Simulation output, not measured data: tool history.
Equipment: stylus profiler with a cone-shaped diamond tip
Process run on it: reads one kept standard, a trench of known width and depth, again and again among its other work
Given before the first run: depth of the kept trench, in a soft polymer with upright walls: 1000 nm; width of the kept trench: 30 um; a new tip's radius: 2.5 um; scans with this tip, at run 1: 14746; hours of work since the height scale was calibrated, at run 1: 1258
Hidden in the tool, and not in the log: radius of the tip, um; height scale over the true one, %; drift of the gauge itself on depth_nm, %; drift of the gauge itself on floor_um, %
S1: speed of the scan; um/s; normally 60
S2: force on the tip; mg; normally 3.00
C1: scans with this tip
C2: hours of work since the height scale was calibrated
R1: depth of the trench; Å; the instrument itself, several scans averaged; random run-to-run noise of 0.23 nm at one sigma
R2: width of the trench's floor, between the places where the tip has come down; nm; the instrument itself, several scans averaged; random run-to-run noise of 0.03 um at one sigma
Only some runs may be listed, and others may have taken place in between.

{"run": 1, "hour": 0.0, "S1": 60, "S2": 3.0, "C1": 14746, "C2": 1258, "R1": 10055.2, "R2": 22860}
{"run": 2, "hour": 7.7, "S1": 60, "S2": 3.0, "C1": 14785, "C2": 1261, "R1": 10057.5, "R2": 22840}
{"run": 3, "hour": 25.3, "S1": 60, "S2": 3.0, "C1": 14877, "C2": 1269, "R1": 10055.7, "R2": 22830}
{"run": 4, "hour": 41.4, "S1": 60, "S2": 3.0, "C1": 14960, "C2": 1276, "R1": 10054.6, "R2": 22840}
{"run": 5, "hour": 54.9, "S1": 60, "S2": 3.0, "C1": 15030, "C2": 1282, "R1": 10053.9, "R2": 22880}
{"run": 6, "hour": 63.1, "S1": 60, "S2": 3.0, "C1": 15073, "C2": 1286, "R1": 10054.1, "R2": 22790}
{"run": 7, "hour": 71.7, "S1": 60, "S2": 3.0, "C1": 15117, "C2": 1290, "R1": 10054.4, "R2": 22820}
{"run": 8, "hour": 89.1, "S1": 60, "S2": 3.0, "C1": 15207, "C2": 1297, "R1": 10050.6, "R2": 22750}
{"run": 9, "hour": 97.9, "S1": 60, "S2": 3.0, "C1": 15253, "C2": 1301, "R1": 10056.7, "R2": 22790}
{"hour": 103.7, "done": "new tip fitted, height scale calibrated"}
{"run": 10, "hour": 107.7, "S1": 60, "S2": 3.0, "C1": 21, "C2": 2, "R1": 10110.2, "R2": 25650}
{"run": 11, "hour": 124.5, "S1": 60, "S2": 3.0, "C1": 108, "C2": 9, "R1": 10107.0, "R2": 25660}
{"run": 12, "hour": 136.6, "S1": 126, "S2": 3.0, "C1": 170, "C2": 15, "R1": 10107.1, "R2": 25350}
{"run": 13, "hour": 144.5, "S1": 126, "S2": 3.0, "C1": 211, "C2": 18, "R1": 10108.2, "R2": 25280}
{"run": 14, "hour": 155.6, "S1": 126, "S2": 8.32, "C1": 269, "C2": 23, "R1": 10214.4, "R2": 25530}
{"run": 15, "hour": 168.3, "S1": 126, "S2": 8.32, "C1": 335, "C2": 29, "R1": 10211.2, "R2": 25520}
{"run": 16, "hour": 176.7, "S1": 126, "S2": 8.32, "C1": 379, "C2": 32, "R1": 10213.6, "R2": 25440}
{"run": 17, "hour": 189.7, "S1": 126, "S2": 8.32, "C1": 445, "C2": 38, "R1": 10212.8, "R2": 25470}
{"run": 18, "hour": 198.0, "S1": 126, "S2": 8.32, "C1": 489, "C2": 42, "R1": 10215.3, "R2": 25430}
{"run": 19, "hour": 207.8, "S1": 126, "S2": 8.32, "C1": 540, "C2": 46, "R1": 10211.9, "R2": 25440}
{"run": 20, "hour": 224.1, "S1": 60, "S2": 3.0, "C1": 624, "C2": 53, "R1": 10103.8, "R2": 25530}
{"run": 21, "hour": 232.1, "S1": 60, "S2": 3.0, "C1": 665, "C2": 57, "R1": 10102.7, "R2": 25500}
{"run": 22, "hour": 242.5, "S1": 60, "S2": 3.0, "C1": 719, "C2": 61, "R1": 10106.8, "R2": 25450}
{"run": 23, "hour": 254.6, "S1": 57, "S2": 6.49, "C1": 782, "C2": 67, "R1": 10182.2, "R2": 25580}
{"run": 24, "hour": 264.3, "S1": 57, "S2": 6.49, "C1": 833, "C2": 71, "R1": 10181.6, "R2": 25510}
{"run": 25, "hour": 276.7, "S1": 233, "S2": 6.49, "C1": 897, "C2": 76, "R1": 10178.3, "R2": 24940}
{"run": 26, "hour": 291.6, "S1": 233, "S2": 6.49, "C1": 974, "C2": 83, "R1": 10174.7, "R2": 24900}
{"run": 27, "hour": 308.6, "S1": 203, "S2": 3.95, "C1": 1062, "C2": 91, "R1": 10127.6, "R2": 24770}
{"hour": 310.1, "done": "height scale calibrated on a step standard"}
{"run": 28, "hour": 317.7, "S1": 203, "S2": 3.95, "C1": 1107, "C2": 3, "R1": 10123.6, "R2": 24720}
{"run": 29, "hour": 329.2, "S1": 203, "S2": 3.95, "C1": 1166, "C2": 8, "R1": 10118.5, "R2": 24750}
{"run": 30, "hour": 345.7, "S1": 35, "S2": 1.95, "C1": 1252, "C2": 16, "R1": 10075.2, "R2": 25450}
{"run": 31, "hour": 359.8, "S1": 57, "S2": 6.07, "C1": 1325, "C2": 22, "R1": 10165.7, "R2": 25410}
{"hour": 370.3, "done": "height scale calibrated on a step standard, once more"}
{"run": 32, "hour": 372.8, "S1": 105, "S2": 5.43, "C1": 1390, "C2": 1, "R1": 10158.5, "R2": 25190}
{"run": 33, "hour": 387.5, "S1": 105, "S2": 5.43, "C1": 1466, "C2": 8, "R1": 10159.9, "R2": 25180}
{"run": 34, "hour": 400.6, "S1": 53, "S2": 5.27, "C1": 1534, "C2": 13, "R1": 10155.4, "R2": 25390}
{"run": 35, "hour": 408.5, "S1": 86, "S2": 1.38, "C1": 1575, "C2": 17, "R1": 10063.1, "R2": 24900}
{"run": 36, "hour": 426.2, "S1": 18, "S2": 2.9, "C1": 1667, "C2": 25, "R1": 10105.4, "R2": 25410}
{"run": 37, "hour": 444.9, "S1": 18, "S2": 2.9, "C1": 1764, "C2": 33, "R1": 10102.1, "R2": 25430}
{"run": 38, "hour": 461.1, "S1": 18, "S2": 2.9, "C1": 1847, "C2": 40, "R1": 10102.9, "R2": 25360}
{"run": 39, "hour": 475.3, "S1": 162, "S2": 8.86, "C1": 1921, "C2": 46, "R1": 10220.9, "R2": 25040}
{"run": 40, "hour": 489.4, "S1": 100, "S2": 6.51, "C1": 1994, "C2": 53, "R1": 10178.4, "R2": 25100}
{"run": 41, "hour": 499.0, "S1": 162, "S2": 4.21, "C1": 2044, "C2": 57, "R1": 10128.5, "R2": 24810}

Consider 5 possible next runs. They are alternatives, not a sequence: every one starts from the tool as it was left by run 41. What does each give?
{"run": "A", "hour": 512.7, "S1": 25, "S2": 2.26, "C1": 2115, "C2": 63, "R1": "?", "R2": "?"}
{"run": "B", "hour": 512.7, "S1": 171, "S2": 4.21, "C1": 2115, "C2": 63, "R1": "?", "R2": "?"}
{"run": "C", "hour": 512.7, "S1": 28, "S2": 2.48, "C1": 2115, "C2": 63, "R1": "?", "R2": "?"}
{"run": "D", "hour": 512.7, "S1": 45, "S2": 3.03, "C1": 2115, "C2": 63, "R1": "?", "R2": "?"}
{"run": "E", "hour": 512.7, "S1": 163, "S2": 3.41, "C1": 2115, "C2": 63, "R1": "?", "R2": "?"}

run=A R1=10083.4 R2=25360
run=B R1=10132.0 R2=24750
run=C R1=10090.5 R2=25270
run=D R1=10104.1 R2=25170
run=E R1=10116.4 R2=24670
Without the tool's hidden state the same runs would have given:
run=A R1=10088.5 R2=25920
run=B R1=10137.0 R2=25310
run=C R1=10095.5 R2=25830
run=D R1=10109.1 R2=25720
run=E R1=10121.4 R2=25230

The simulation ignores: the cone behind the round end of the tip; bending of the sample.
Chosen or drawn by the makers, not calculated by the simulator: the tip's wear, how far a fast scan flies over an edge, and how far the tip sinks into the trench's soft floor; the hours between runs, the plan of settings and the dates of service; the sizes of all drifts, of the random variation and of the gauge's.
